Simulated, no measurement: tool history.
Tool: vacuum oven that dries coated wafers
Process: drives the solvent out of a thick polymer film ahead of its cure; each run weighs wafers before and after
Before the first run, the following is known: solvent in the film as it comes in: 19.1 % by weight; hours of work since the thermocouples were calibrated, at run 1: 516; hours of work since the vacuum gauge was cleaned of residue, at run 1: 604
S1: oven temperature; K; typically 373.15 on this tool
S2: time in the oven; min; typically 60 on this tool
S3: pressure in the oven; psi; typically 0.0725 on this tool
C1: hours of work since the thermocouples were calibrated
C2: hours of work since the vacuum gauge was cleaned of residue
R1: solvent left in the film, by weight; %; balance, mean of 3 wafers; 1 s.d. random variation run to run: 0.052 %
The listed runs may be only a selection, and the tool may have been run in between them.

Run 1, hour 0: usual settings; C1 516; C2 604. Result: R1 1.85 %.
Run 2, hour 17.8: usual settings; C1 529; C2 616. Result: R1 1.9 %.
Run 3, hour 34.3: usual settings; C1 541; C2 628. Result: R1 1.92 %.
Run 4, hour 42.8: usual settings but S3 0.0526 psi; C1 547; C2 634. Result: R1 1.86 %.
Run 5, hour 50.5: usual settings but S3 0.0526 psi; C1 552; C2 640. Result: R1 1.81 %.
Run 6, hour 63.5: usual settings; C1 561; C2 649. Result: R1 1.87 %.
Run 7, hour 79.9: usual settings but S2 65 min; C1 573; C2 660. Result: R1 1.59 %.
Run 8, hour 96.5: usual settings but S2 80 min; C1 585; C2 672. Result: R1 1.19 %.
Run 9, hour 109.3: usual settings but S1 381.15 K, S2 80 min; C1 594; C2 681. Result: R1 0.4 %.
Run 10, hour 119: usual settings; C1 601; C2 688. Result: R1 1.91 %.
Run 11, hour 132.6: usual settings; C1 610; C2 698. Result: R1 1.95 %.
Run 12, hour 143.7: usual settings but S1 379.15 K, S2 52 min, S3 0.1081 psi; C1 618; C2 706. Result: R1 1.24 %.
Run 13, hour 160.6: usual settings but S1 378.15 K, S2 52 min, S3 0.1115 psi; C1 630; C2 718. Result: R1 1.39 %.
Run 14, hour 174.8: usual settings but S1 378.15 K, S2 52 min, S3 0.1115 psi; C1 640; C2 728. Result: R1 1.48 %.
Run 15, hour 188: usual settings but S1 378.15 K, S2 52 min, S3 0.1115 psi; C1 650; C2 737. Result: R1 1.46 %.
Run 16, hour 202.4: usual settings but S1 378.15 K, S2 52 min, S3 0.1115 psi; C1 660; C2 747. Result: R1 1.54 %.
Run 17, hour 209.9: usual settings but S1 376.15 K, S2 36 min, S3 0.143 psi; C1 665; C2 753. Result: R1 3.49 %.
Run 18, hour 223.6: usual settings but S1 362.15 K, S2 91 min, S3 0.1778 psi; C1 675; C2 762. Result: R1 4.07 %.
Run 19, hour 236: usual settings but S2 74 min, S3 0.2654 psi; C1 684; C2 771. Result: R1 2.13 %.
Run 20, hour 245.5: usual settings but S1 366.15 K, S2 49 min, S3 0.2654 psi; C1 690; C2 778. Result: R1 5.98 %.
Run 21, hour 255.3: usual settings but S3 0.2806 psi; C1 697; C2 785. Result: R1 2.74 %.

Difference, measured minus no-hidden-state, one row per run. Run-to-run variation is common to both terms; the gauge's own scatter need not be:
Unlogged tool condition in this case: true wafer temperature over the reading, C; true pressure over the reading, kPa; drift of the gauge itself on solvent_pct, %.
run     R1
  1  +0.32
  2  +0.33
  3  +0.34
  4  +0.35
  5  +0.34
  6  +0.36
  7  +0.34
  8   +0.3
  9  +0.16
 10  +0.39
 11  +0.38
 12  +0.29
 13  +0.32
 14  +0.32
 15  +0.33
 16  +0.33
 17  +0.48
 18  +0.63
 19   +0.4
 20  +0.63
 21  +0.47
